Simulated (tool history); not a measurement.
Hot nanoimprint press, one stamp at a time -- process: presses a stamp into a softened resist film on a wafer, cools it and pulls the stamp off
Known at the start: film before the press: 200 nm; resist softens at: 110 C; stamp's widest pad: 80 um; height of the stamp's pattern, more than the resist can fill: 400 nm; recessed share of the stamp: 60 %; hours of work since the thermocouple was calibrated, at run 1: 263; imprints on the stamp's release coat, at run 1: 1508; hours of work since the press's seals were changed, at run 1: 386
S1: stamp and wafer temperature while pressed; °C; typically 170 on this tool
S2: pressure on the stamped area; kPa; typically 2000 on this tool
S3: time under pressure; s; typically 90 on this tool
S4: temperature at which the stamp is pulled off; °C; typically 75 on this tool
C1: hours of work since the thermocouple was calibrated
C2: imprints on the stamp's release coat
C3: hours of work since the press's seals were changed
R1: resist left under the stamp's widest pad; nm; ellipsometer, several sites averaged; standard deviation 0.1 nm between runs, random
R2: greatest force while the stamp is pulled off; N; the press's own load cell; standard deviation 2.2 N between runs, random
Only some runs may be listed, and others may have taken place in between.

| run | day | S1 | S2 | S3 | S4 | C1 | C2 | C3 | R1 | R2 |
|---|---|---|---|---|---|---|---|---|---|---|
| 1 | 0.000 | 170 | 2000 | 90 | 75 | 263 | 1508 | 386 | 108.8 | 166 |
|  | 0.742 | stamp cleaned and given a new release coat |
| 2 | 1.342 | 170 | 2000 | 90 | 75 | 274 | 46 | 396 | 108.9 | 135 |
| 3 | 2.900 | 170 | 2000 | 90 | 75 | 289 | 165 | 411 | 108.6 | 138 |
| 4 | 4.292 | 170 | 2690 | 90 | 75 | 302 | 272 | 425 | 93.1 | 139 |
| 5 | 5.888 | 170 | 2690 | 90 | 75 | 318 | 394 | 440 | 93.1 | 138 |
| 6 | 7.571 | 173 | 2000 | 90 | 75 | 334 | 522 | 457 | 99.2 | 142 |
| 7 | 8.575 | 170 | 2000 | 147 | 75 | 344 | 599 | 466 | 92.8 | 145 |
| 8 | 10.121 | 177 | 1650 | 90 | 75 | 359 | 718 | 481 | 97.3 | 149 |
|  | 10.354 | plate thermocouple calibrated |
| 9 | 11.733 | 164 | 1740 | 90 | 75 | 13 | 831 | 496 | 135.6 | 149 |
| 10 | 13.721 | 176 | 1810 | 95 | 75 | 33 | 983 | 515 | 93.2 | 153 |
|  | 13.971 | plate thermocouple calibrated, once more |
| 11 | 14.812 | 176 | 1810 | 95 | 75 | 8 | 1057 | 525 | 96.4 | 161 |
| 12 | 16.683 | 180 | 2050 | 90 | 66 | 26 | 1200 | 543 | 81.4 | 199 |

3 ways to go on from here, each from the tool as it stands after run 12. What would each give?
| A | 17.917 | 180 | 2050 | 162 | 78 | 38 | 1294 | 555 | ? | ? |
| B | 17.917 | 172 | 2050 | 100 | 69 | 38 | 1294 | 555 | ? | ? |
| C | 17.917 | 180 | 2050 | 90 | 67 | 38 | 1294 | 555 | ? | ? |

| run | R1 | R2 |
|---|---|---|
| A | 66.4 | 154 |
| B | 100.1 | 193 |
| C | 81.2 | 198 |
The same runs, with their run-to-run variation unchanged, on a tool lacking any hidden condition would have given:
| run | R1 | R2 |
|---|---|---|
| A | 66.0 | 126 |
| B | 99.5 | 158 |
| C | 80.6 | 162 |
